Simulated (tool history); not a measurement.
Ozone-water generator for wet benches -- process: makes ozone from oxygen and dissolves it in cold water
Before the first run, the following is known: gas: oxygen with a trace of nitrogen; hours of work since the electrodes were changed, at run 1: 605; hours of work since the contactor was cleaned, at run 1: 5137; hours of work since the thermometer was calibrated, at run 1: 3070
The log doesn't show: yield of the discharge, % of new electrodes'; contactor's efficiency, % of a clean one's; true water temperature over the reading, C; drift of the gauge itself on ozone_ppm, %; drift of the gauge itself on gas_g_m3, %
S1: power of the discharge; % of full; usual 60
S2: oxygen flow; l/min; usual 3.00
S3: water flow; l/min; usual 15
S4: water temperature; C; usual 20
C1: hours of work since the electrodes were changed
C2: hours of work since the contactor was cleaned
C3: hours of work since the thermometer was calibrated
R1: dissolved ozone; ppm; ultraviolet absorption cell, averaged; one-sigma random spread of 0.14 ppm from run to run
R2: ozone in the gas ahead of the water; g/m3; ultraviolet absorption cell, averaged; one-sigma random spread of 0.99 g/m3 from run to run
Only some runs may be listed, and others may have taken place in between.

Run 1, hour 0.0: usual settings; C1 605; C2 5137; C3 3070. Result: R1 15.9 ppm, R2 170.6 g/m3.
Run 2, hour 91.4: usual settings; C1 683; C2 5215; C3 3148. Result: R1 15.6 ppm, R2 172.6 g/m3.
Run 3, hour 196.8: usual settings; C1 773; C2 5305; C3 3238. Result: R1 15.8 ppm, R2 172.5 g/m3.
Run 4, hour 280.7: usual settings; C1 845; C2 5376; C3 3310. Result: R1 15.4 ppm, R2 171.1 g/m3.
Run 5, hour 355.9: usual settings; C1 909; C2 5441; C3 3374. Result: R1 15.6 ppm, R2 173.3 g/m3.
Run 6, hour 464.1: usual settings; C1 1001; C2 5533; C3 3466. Result: R1 15.6 ppm, R2 172.9 g/m3.
Run 7, hour 574.4: usual settings but S1 42 % of full; C1 1095; C2 5627; C3 3560. Result: R1 12.8 ppm, R2 140.7 g/m3.
Run 8, hour 655.5: usual settings but S3 11 l/min, S4 13 C; C1 1165; C2 5696; C3 3630. Result: R1 22.5 ppm, R2 174.2 g/m3.
Run 9, hour 749.8: usual settings but S1 57 % of full, S2 2.05 l/min, S3 10 l/min; C1 1245; C2 5777; C3 3710. Result: R1 20.1 ppm, R2 199.3 g/m3.
Run 10, hour 838.6: usual settings but S1 57 % of full, S2 2.05 l/min, S3 10 l/min, S4 13 C; C1 1321; C2 5852; C3 3786. Result: R1 22.2 ppm, R2 199.5 g/m3.
Run 11, hour 964.4: usual settings but S1 52 % of full, S2 1.84 l/min, S3 24 l/min, S4 16 C; C1 1428; C2 5960; C3 3893. Result: R1 8.0 ppm, R2 199.6 g/m3.
Run 12, hour 1081.9: usual settings but S1 58 % of full, S2 3.95 l/min, S3 17 l/min, S4 19 C; C1 1528; C2 6060; C3 3993. Result: R1 14.4 ppm, R2 151.0 g/m3.

The next listed run, before its measurement:
Run 13, hour 1188.5: usual settings but S1 58 % of full, S2 3.95 l/min, S3 17 l/min, S4 19 C; C1 1619; C2 6151; C3 4084. Result: R1 ?, R2 ?.

{"run 13": {"R1": 14.4, "R2": 151.5}}
Minus the tool's unlogged condition, the same run would have read R1 14.5 ppm, R2 149.2 g/m3.
